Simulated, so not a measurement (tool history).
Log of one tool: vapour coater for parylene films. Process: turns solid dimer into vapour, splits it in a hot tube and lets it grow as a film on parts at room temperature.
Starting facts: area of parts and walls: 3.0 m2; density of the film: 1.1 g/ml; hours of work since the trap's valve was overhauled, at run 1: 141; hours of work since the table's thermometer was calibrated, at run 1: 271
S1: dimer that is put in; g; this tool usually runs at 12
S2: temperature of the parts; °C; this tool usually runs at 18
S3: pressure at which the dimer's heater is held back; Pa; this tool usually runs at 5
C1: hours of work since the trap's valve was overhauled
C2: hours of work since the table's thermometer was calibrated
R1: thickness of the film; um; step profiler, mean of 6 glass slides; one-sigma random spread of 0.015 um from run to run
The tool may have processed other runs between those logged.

Run 1, hour 0: usual settings; C1 141; C2 271. Result: R1 1.98 um.
Run 2, hour 17.8: usual settings but S2 14 °C; C1 149; C2 279. Result: R1 2.21 um.
Run 3, hour 35.2: usual settings; C1 157; C2 287. Result: R1 2 um.
Run 4, hour 59.6: usual settings but S3 2.33 Pa; C1 168; C2 298. Result: R1 2.15 um.
Run 5, hour 71.6: usual settings but S3 2.33 Pa; C1 174; C2 303. Result: R1 2.13 um.
Run 6, hour 90.4: usual settings but S3 5.51 Pa; C1 182; C2 312. Result: R1 1.93 um.
Run 7, hour 113: usual settings but S1 16 g, S3 5.51 Pa; C1 192; C2 322. Result: R1 2.58 um.
Run 8, hour 129.1: usual settings but S1 8 g, S2 23 °C, S3 9.92 Pa; C1 200; C2 329. Result: R1 1.06 um.
At hour 154.8: trap's valve overhauled.
Run 9, hour 154.8: usual settings but S2 19 °C, S3 10.43 Pa; C1 0; C2 339. Result: R1 1.86 um.

What does the tool deliver on the next run?
Run 10, hour 167.4: usual settings but S1 20 g, S2 14 °C, S3 5.21 Pa; C1 6; C2 345. Result: R1 ?.

Run 10 gave R1 3.85 um.
On a tool with no hidden condition, and with the same random variation, this run would have come out at R1 3.93 um.
